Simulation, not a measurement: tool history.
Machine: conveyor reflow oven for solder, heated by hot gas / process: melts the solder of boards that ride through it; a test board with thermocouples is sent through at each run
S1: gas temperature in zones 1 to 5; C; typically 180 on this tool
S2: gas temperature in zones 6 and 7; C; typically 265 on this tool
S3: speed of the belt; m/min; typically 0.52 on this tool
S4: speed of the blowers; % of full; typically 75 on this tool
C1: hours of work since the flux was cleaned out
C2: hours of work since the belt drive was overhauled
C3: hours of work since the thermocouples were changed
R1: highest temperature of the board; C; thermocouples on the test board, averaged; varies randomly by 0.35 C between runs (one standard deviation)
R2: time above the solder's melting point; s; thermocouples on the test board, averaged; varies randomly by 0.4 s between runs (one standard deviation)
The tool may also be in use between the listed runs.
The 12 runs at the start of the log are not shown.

run,hour,S1,S2,S3,S4,C1,C2,C3,R1,R2
13,353.6,177,265,0.617,75,12,766,636,255.3,55.8
14,390.5,177,265,0.617,75,28,782,652,255.2,56.2
15,429.6,177,265,0.471,75,44,798,668,260.8,79.3
16,452.9,177,265,0.602,57,54,808,678,253.3,55.8
17,480,177,265,0.602,50,66,819,690,252.4,53.6
18,511.7,177,265,0.602,50,79,833,703,251.7,54.3
19,546.2,180,265,0.617,54,94,848,718,252.6,54.1
# hour 563.3: belt drive overhauled, speed set with a stopwatch
20,572.9,180,265,0.617,54,103,4,727,251.7,52.2
21,605.3,190,265,0.617,66,117,18,741,255.7,59.1
22,642.2,190,265,0.617,66,133,33,757,255.5,59.4
23,660.1,192,257,0.52,75,140,41,764,252.8,71.5
24,691.7,173,254,0.434,75,154,54,778,251.2,77.1
25,719.8,180,265,0.444,83,166,66,790,261.7,84.5
26,757.1,179,272,0.575,57,182,82,805,260.1,62.2
27,778.3,189,272,0.518,57,191,91,814,265,76
28,809.8,187,262,0.551,65,204,105,828,255.2,64.8
29,844.3,187,262,0.551,65,219,119,842,255.3,65
30,860.7,171,262,0.565,54,226,126,849,250.3,54.1

Each row is a separate what-if for the run after 30, all from the same tool condition, not one after another. Results?
A,899,169,262,0.563,61,242,142,866,?,?
B,899,178,262,0.565,73,242,142,866,?,?
C,899,171,273,0.565,84,242,142,866,?,?
D,899,168,255,0.52,75,242,142,866,?,?

run,R1,R2
A,250.9,54.8
B,254.1,59.1
C,264.8,63
D,248.3,58.2
Without the tool's unlogged condition, the same runs would have read:
run,R1,R2
A,248.6,53.1
B,251.7,57.6
C,262.5,61.8
D,245.8,56.4

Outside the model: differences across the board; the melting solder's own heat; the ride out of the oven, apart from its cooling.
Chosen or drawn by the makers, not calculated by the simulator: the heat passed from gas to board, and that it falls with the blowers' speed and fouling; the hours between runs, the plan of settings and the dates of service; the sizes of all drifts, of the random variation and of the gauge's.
